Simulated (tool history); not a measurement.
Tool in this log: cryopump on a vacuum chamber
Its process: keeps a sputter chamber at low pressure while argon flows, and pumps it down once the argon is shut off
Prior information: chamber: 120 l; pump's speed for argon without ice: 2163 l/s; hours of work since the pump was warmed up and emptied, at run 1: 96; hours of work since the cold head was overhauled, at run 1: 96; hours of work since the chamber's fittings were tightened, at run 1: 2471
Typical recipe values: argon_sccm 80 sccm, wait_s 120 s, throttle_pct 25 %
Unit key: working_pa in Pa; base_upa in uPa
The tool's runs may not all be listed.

run,day,argon_sccm,wait_s,throttle_pct,hours of work since the pump was warmed up and emptied,hours of work since the cold head was overhauled,hours of work since the chamber's fittings were tightened,working_pa,base_upa
1,0.000,80,120,25,96,96,2471,0.2509,1.36
2,0.279,80,120,25,99,99,2474,0.2508,1.39
3,0.600,80,27,25,103,103,2478,0.2516,2.72
4,1.217,80,27,25,110,110,2486,0.2529,2.70
5,1.496,80,27,25,113,113,2489,0.2519,2.67
6,1.804,80,27,25,117,117,2493,0.2500,2.79
7,2.217,80,33,25,122,122,2497,0.2531,2.41
8,2.842,80,120,22,129,129,2505,0.2868,1.47
9,3.308,80,120,25,135,135,2510,0.2534,1.47
10,3.783,80,120,25,141,141,2516,0.2545,1.45
11,4.138,80,120,25,145,145,2520,0.2531,1.47
12,4.746,80,120,25,152,152,2528,0.2540,1.42
13,5.242,80,120,25,158,158,2533,0.2533,1.49
14,5.604,80,120,25,162,162,2538,0.2541,1.47
15,6.054,80,120,53,168,168,2543,0.1210,1.46
16,6.579,34,120,25,174,174,2549,0.1085,1.50

Predict the results of run 17:
17,6.946,34,61,25,178,178,2554,?,?

{"run 17": {"working_pa": 0.1085, "base_upa": 1.89}}
Minus the tool's unlogged condition, the same run would have read working_pa 0.1068 Pa, base_upa 0.91 uPa.

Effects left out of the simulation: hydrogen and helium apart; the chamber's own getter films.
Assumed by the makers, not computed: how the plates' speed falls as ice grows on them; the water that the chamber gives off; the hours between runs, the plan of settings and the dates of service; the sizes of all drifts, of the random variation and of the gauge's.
